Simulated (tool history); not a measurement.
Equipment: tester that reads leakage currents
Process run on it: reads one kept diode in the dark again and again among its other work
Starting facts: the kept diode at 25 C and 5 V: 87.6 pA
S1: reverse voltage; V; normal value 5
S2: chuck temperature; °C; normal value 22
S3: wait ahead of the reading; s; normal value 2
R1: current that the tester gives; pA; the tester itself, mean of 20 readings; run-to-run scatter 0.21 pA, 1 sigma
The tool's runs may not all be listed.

run 1 hour=0 | S1=5 S2=22 S3=2 | R1=67.53
run 2 hour=114.7 | S1=5 S2=35 S3=2 | R1=211.92
run 3 hour=207.6 | S1=6.31 S2=22 S3=2 | R1=72.83
run 4 hour=316 | S1=5 S2=22 S3=0.34 | R1=69.85
run 5 hour=389 | S1=5 S2=22 S3=0.34 | R1=70.28
run 6 hour=447.5 | S1=5 S2=30 S3=2 | R1=138.85
run 7 hour=585.9 | S1=5 S2=30 S3=1.06 | R1=138.24
run 8 hour=667.9 | S1=5 S2=30 S3=1.06 | R1=138.63
run 9 hour=739.9 | S1=5 S2=37 S3=2 | R1=250.87
run 10 hour=831.1 | S1=5 S2=37 S3=2 | R1=250.55
run 11 hour=952.1 | S1=5 S2=37 S3=2 | R1=250.32
run 12 hour=1045.2 | S1=5 S2=22 S3=4.09 | R1=67.06
run 13 hour=1160 | S1=5 S2=22 S3=0.48 | R1=69.27
run 14 hour=1270.2 | S1=12.36 S2=22 S3=0.48 | R1=95.75
run 15 hour=1353.6 | S1=12.36 S2=22 S3=0.48 | R1=95.46
run 16 hour=1444.4 | S1=12.36 S2=22 S3=0.48 | R1=95.62
run 17 hour=1516.1 | S1=12.36 S2=22 S3=0.75 | R1=94.06
run 18 hour=1654.3 | S1=4.96 S2=36 S3=7.32 | R1=229.84
run 19 hour=1742.6 | S1=4.96 S2=36 S3=7.32 | R1=231.89
run 20 hour=1837.4 | S1=2.56 S2=22 S3=4.17 | R1=53.56
run 21 hour=1905.5 | S1=7.8 S2=22 S3=2 | R1=77.77
run 22 hour=2037.6 | S1=7.8 S2=22 S3=2 | R1=77.79
run 23 hour=2115.7 | S1=7.8 S2=56 S3=1.23 | R1=1311.74
run 24 hour=2203.7 | S1=17.33 S2=22 S3=1.6 | R1=101.93
run 25 hour=2284.5 | S1=16.59 S2=47 S3=1.24 | R1=842.14
run 26 hour=2385.2 | S1=5 S2=42 S3=2 | R1=378.91
run 27 hour=2478.3 | S1=19.8 S2=52 S3=1.02 | R1=1313.14
run 28 hour=2558.6 | S1=19.8 S2=52 S3=1.02 | R1=1311.28
run 29 hour=2638.2 | S1=16.82 S2=59 S3=2 | R1=2100.75
run 30 hour=2705.7 | S1=1.72 S2=25 S3=9.56 | R1=61.9

Alternative continuations, all from the tool just after run 30; predict every row:
run A hour=2782.6 | S1=1.72 S2=58 S3=1.48 | R1=?
run B hour=2782.6 | S1=5 S2=25 S3=2.23 | R1=?
run C hour=2782.6 | S1=10.03 S2=25 S3=1.84 | R1=?
run D hour=2782.6 | S1=1.57 S2=25 S3=9.56 | R1=?
run E hour=2782.6 | S1=7.03 S2=24 S3=9.56 | R1=?

run=A R1=933.02
run=B R1=87.8
run=C R1=111.44
run=D R1=60.36
run=E R1=89.78
What these runs would have given with no unlogged condition in the tool:
run=A R1=932.81
run=B R1=87.75
run=C R1=111.35
run=D R1=60.33
run=E R1=89.71
